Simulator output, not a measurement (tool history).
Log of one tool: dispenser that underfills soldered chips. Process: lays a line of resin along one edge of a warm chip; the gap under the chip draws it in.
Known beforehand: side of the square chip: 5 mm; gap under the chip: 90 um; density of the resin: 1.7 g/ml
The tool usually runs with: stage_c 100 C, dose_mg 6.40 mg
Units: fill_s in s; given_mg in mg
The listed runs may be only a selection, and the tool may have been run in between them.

run  hour  stage_c  dose_mg  fill_s  given_mg
  1   0.0      100     6.40     5.9      6.31
      3.0  -- new syringe of resin
  2   5.1      100     6.40     4.2      6.30
  3   9.8      100     6.40     5.2      6.28
  4  13.7      100     6.40     5.7      6.34
     15.9  -- new syringe of resin
  5  18.2      100     6.40     3.3      6.25
  6  20.4       97     6.40     5.1      6.27
  7  24.4      102     6.63     5.2      6.44
  8  27.9      112     5.98     4.4      5.83
     29.0  -- new syringe of resin
  9  30.2      112     5.98     2.5      5.79
 10  32.5       90     6.77     6.0      6.64
 11  35.6       90     6.77     6.7      6.61

Alternative continuations, all from the tool just after run 11; predict every row:
  A  39.7       85     7.21       ?         ?
  B  39.7      112     7.95       ?         ?
  C  39.7      103     6.77       ?         ?
  D  39.7      115     6.77       ?         ?
  E  39.7      106     7.00       ?         ?

run  fill_s  given_mg
  A    11.2      7.01
  B     4.2      7.76
  C     5.0      6.55
  D     3.3      6.59
  E     4.9      6.83
With the hidden condition removed and each run's random variation left untouched, the same runs would have given:
run  fill_s  given_mg
  A     6.7      7.22
  B     2.5      7.99
  C     2.7      6.75
  D     1.8      6.78
  E     2.8      7.03

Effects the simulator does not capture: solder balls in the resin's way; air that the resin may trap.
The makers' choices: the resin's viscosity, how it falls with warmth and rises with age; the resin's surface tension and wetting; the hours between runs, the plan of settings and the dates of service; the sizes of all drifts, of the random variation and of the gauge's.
